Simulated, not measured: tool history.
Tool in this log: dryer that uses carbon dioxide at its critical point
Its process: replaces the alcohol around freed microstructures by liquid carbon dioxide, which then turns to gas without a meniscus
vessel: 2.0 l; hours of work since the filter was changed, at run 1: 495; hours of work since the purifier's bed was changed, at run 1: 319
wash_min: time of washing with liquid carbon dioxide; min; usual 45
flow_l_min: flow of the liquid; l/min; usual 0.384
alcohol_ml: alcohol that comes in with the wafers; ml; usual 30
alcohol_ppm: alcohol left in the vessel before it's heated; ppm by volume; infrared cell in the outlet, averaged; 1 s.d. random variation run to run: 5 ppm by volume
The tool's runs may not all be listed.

run,hour,wash_min,flow_l_min,alcohol_ml,hours of work since the filter was changed,hours of work since the purifier's bed was changed,alcohol_ppm
1,0,45,0.384,30,495,319,91
2,28.1,45,0.384,30,511,335,100
3,39.8,51,0.384,30,518,342,89
# hour 43: inlet filter changed
4,64.4,51,0.384,30,12,355,89
5,84.2,48,0.384,30,24,367,82
6,107.5,45,0.384,30,37,380,102
7,133.5,45,0.384,30,52,395,101
8,158.4,45,0.384,30,66,409,96
9,175,45,0.384,30,76,419,103
10,193.4,53,0.384,30,86,430,95
11,209.1,45,0.384,30,95,439,102
12,236.2,45,0.384,29,111,454,123
13,259,45,0.384,29,124,467,111
14,271.6,45,0.384,29,131,474,113
15,297.8,29,0.41,25,146,489,210
16,324.5,29,0.344,25,162,505,317
17,347,29,0.344,25,175,518,345
18,373.5,29,0.344,25,190,533,329
19,393.4,29,0.344,25,201,544,346
20,409.1,29,0.344,25,210,553,357
21,422.9,32,0.272,66,218,561,1114
22,444.9,60,0.546,111,231,574,128
23,464.1,45,0.386,26,242,585,144

Forecast each of these 4 alternatives for the next run:
A,485.6,32,0.386,37,254,597,?
B,485.6,38,0.335,81,254,597,?
C,485.6,58,0.629,99,254,597,?
D,485.6,45,0.501,29,254,597,?

run,alcohol_ppm
A,249
B,400
C,123
D,128
What these runs would have given with no unlogged condition in the tool:
run,alcohol_ppm
A,104
B,219
C,6
D,8
